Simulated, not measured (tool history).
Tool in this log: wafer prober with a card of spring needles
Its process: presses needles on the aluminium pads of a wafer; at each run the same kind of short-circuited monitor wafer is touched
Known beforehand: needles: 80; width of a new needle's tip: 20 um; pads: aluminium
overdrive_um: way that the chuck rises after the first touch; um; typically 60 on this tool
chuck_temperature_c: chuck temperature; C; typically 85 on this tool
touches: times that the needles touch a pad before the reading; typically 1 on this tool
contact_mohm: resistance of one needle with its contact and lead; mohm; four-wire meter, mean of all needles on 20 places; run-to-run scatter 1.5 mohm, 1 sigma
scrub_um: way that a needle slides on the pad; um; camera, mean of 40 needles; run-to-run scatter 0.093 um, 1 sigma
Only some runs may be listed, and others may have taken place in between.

Run 1, hour 0.0: usual settings. Result: contact_mohm 146 mohm, scrub_um 10.22 um.
At hour 7.2: tips cleaned on abrasive film.
Run 2, hour 16.5: usual settings but chuck_temperature_c 34 C. Result: contact_mohm 136 mohm, scrub_um 10.14 um.
At hour 17.7: tips cleaned on abrasive film.
At hour 28.7: tips cleaned on abrasive film.
Run 3, hour 30.1: usual settings but chuck_temperature_c 34 C. Result: contact_mohm 137 mohm, scrub_um 10.29 um.
At hour 39.5: tips cleaned on abrasive film.
Run 4, hour 46.2: usual settings but chuck_temperature_c 34 C. Result: contact_mohm 137 mohm, scrub_um 10.37 um.
At hour 50.4: tips cleaned on abrasive film.
At hour 61.8: tips cleaned on abrasive film.
Run 5, hour 63.4: usual settings but chuck_temperature_c 34 C. Result: contact_mohm 135 mohm, scrub_um 10.33 um.
At hour 72.6: tips cleaned on abrasive film.
Run 6, hour 76.6: usual settings. Result: contact_mohm 144 mohm, scrub_um 9.99 um.
At hour 83.0: tips cleaned on abrasive film.
Run 7, hour 89.2: usual settings. Result: contact_mohm 146 mohm, scrub_um 10.22 um.
At hour 94.2: tips cleaned on abrasive film.
At hour 104.6: tips cleaned on abrasive film.
Run 8, hour 106.4: usual settings. Result: contact_mohm 147 mohm, scrub_um 9.98 um.
At hour 115.2: tips cleaned on abrasive film.
Run 9, hour 123.3: usual settings. Result: contact_mohm 143 mohm, scrub_um 10.04 um.
At hour 125.6: tips cleaned on abrasive film.
At hour 136.0: tips cleaned on abrasive film.
Run 10, hour 137.0: usual settings. Result: contact_mohm 146 mohm, scrub_um 10.18 um.
At hour 147.0: tips cleaned on abrasive film.
Run 11, hour 149.6: usual settings. Result: contact_mohm 145 mohm, scrub_um 10.10 um.
At hour 158.6: tips cleaned on abrasive film.
Run 12, hour 165.6: usual settings. Result: contact_mohm 148 mohm, scrub_um 10.35 um.
At hour 169.3: tips cleaned on abrasive film.
Run 13, hour 174.0: usual settings but chuck_temperature_c 41 C. Result: contact_mohm 138 mohm, scrub_um 10.41 um.
At hour 181.1: tips cleaned on abrasive film.
Run 14, hour 181.4: usual settings but overdrive_um 75 um. Result: contact_mohm 141 mohm, scrub_um 12.83 um.
At hour 192.4: tips cleaned on abrasive film.
Run 15, hour 197.9: usual settings but overdrive_um 75 um. Result: contact_mohm 145 mohm, scrub_um 12.82 um.
At hour 202.8: tips cleaned on abrasive film.
Run 16, hour 207.8: usual settings. Result: contact_mohm 148 mohm, scrub_um 10.29 um.
At hour 214.4: tips cleaned on abrasive film.
At hour 222.8: height of the first contact set anew.
Run 17, hour 224.7: usual settings. Result: contact_mohm 144 mohm, scrub_um 10.16 um.
At hour 225.7: tips cleaned on abrasive film.
Run 18, hour 234.1: usual settings. Result: contact_mohm 146 mohm, scrub_um 10.21 um.
At hour 236.1: tips cleaned on abrasive film.
Run 19, hour 244.5: usual settings but chuck_temperature_c 28 C. Result: contact_mohm 137 mohm, scrub_um 10.27 um.
At hour 246.9: tips cleaned on abrasive film.
Run 20, hour 255.4: usual settings but overdrive_um 64 um, chuck_temperature_c 91 C. Result: contact_mohm 148 mohm, scrub_um 10.99 um.
At hour 257.8: tips cleaned on abrasive film.
At hour 268.9: tips cleaned on abrasive film.
Run 21, hour 271.4: usual settings but overdrive_um 64 um, chuck_temperature_c 91 C. Result: contact_mohm 145 mohm, scrub_um 10.81 um.
At hour 279.6: tips cleaned on abrasive film.
Run 22, hour 281.1: usual settings but overdrive_um 64 um, chuck_temperature_c 91 C. Result: contact_mohm 146 mohm, scrub_um 10.88 um.
At hour 290.9: tips cleaned on abrasive film.
Run 23, hour 292.6: usual settings but overdrive_um 68 um, chuck_temperature_c 89 C. Result: contact_mohm 145 mohm, scrub_um 11.76 um.
At hour 301.3: tips cleaned on abrasive film.
Run 24, hour 303.8: usual settings but overdrive_um 68 um, chuck_temperature_c 69 C, touches 2. Result: contact_mohm 141 mohm, scrub_um 11.73 um.
At hour 311.6: tips cleaned on abrasive film.
Run 25, hour 319.1: usual settings but overdrive_um 42 um, chuck_temperature_c 113 C. Result: contact_mohm 165 mohm, scrub_um 7.36 um.
At hour 322.6: tips cleaned on abrasive film.
Run 26, hour 326.5: usual settings but overdrive_um 59 um. Result: contact_mohm 146 mohm, scrub_um 10.06 um.
At hour 332.9: tips cleaned on abrasive film.
Run 27, hour 338.7: usual settings but touches 2. Result: contact_mohm 146 mohm, scrub_um 10.43 um.
At hour 343.8: tips cleaned on abrasive film.
Run 28, hour 350.0: usual settings but touches 2. Result: contact_mohm 144 mohm, scrub_um 10.52 um.
At hour 354.7: tips cleaned on abrasive film.
Run 29, hour 359.4: usual settings but overdrive_um 67 um, chuck_temperature_c 86 C, touches 2. Result: contact_mohm 145 mohm, scrub_um 11.48 um.
At hour 365.1: tips cleaned on abrasive film.
At hour 376.0: tips cleaned on abrasive film.
Run 30, hour 376.3: usual settings but overdrive_um 49 um, chuck_temperature_c 86 C, touches 2. Result: contact_mohm 153 mohm, scrub_um 8.34 um.
At hour 387.5: tips cleaned on abrasive film.
Run 31, hour 389.8: usual settings but overdrive_um 73 um, chuck_temperature_c 38 C. Result: contact_mohm 132 mohm, scrub_um 12.40 um.
At hour 398.2: tips cleaned on abrasive film.
Run 32, hour 400.3: usual settings but overdrive_um 73 um, chuck_temperature_c 38 C. Result: contact_mohm 134 mohm, scrub_um 12.34 um.
At hour 409.5: tips cleaned on abrasive film.
Run 33, hour 417.3: usual settings but overdrive_um 47 um, chuck_temperature_c 39 C, touches 2. Result: contact_mohm 143 mohm, scrub_um 7.90 um.

Consider 3 possible next runs. They are alternatives, not a sequence: every one starts from the tool as it was left by run 33. What does each give?
At hour 420.8: tips cleaned on abrasive film.
Run A, hour 424.5: usual settings but touches 2. Result: contact_mohm ?, scrub_um ?.
At hour 420.8: tips cleaned on abrasive film.
Run B, hour 424.5: usual settings but overdrive_um 48 um, chuck_temperature_c 100 C, touches 2. Result: contact_mohm ?, scrub_um ?.
At hour 420.8: tips cleaned on abrasive film.
Run C, hour 424.5: usual settings but overdrive_um 47 um, touches 3. Result: contact_mohm ?, scrub_um ?.

run  contact_mohm  scrub_um
  A           144     10.29
  B           154      8.11
  C           152      7.97
With no hidden state in the tool, these same runs would have given:
run  contact_mohm  scrub_um
  A           144     10.29
  B           154      8.11
  C           152      7.97
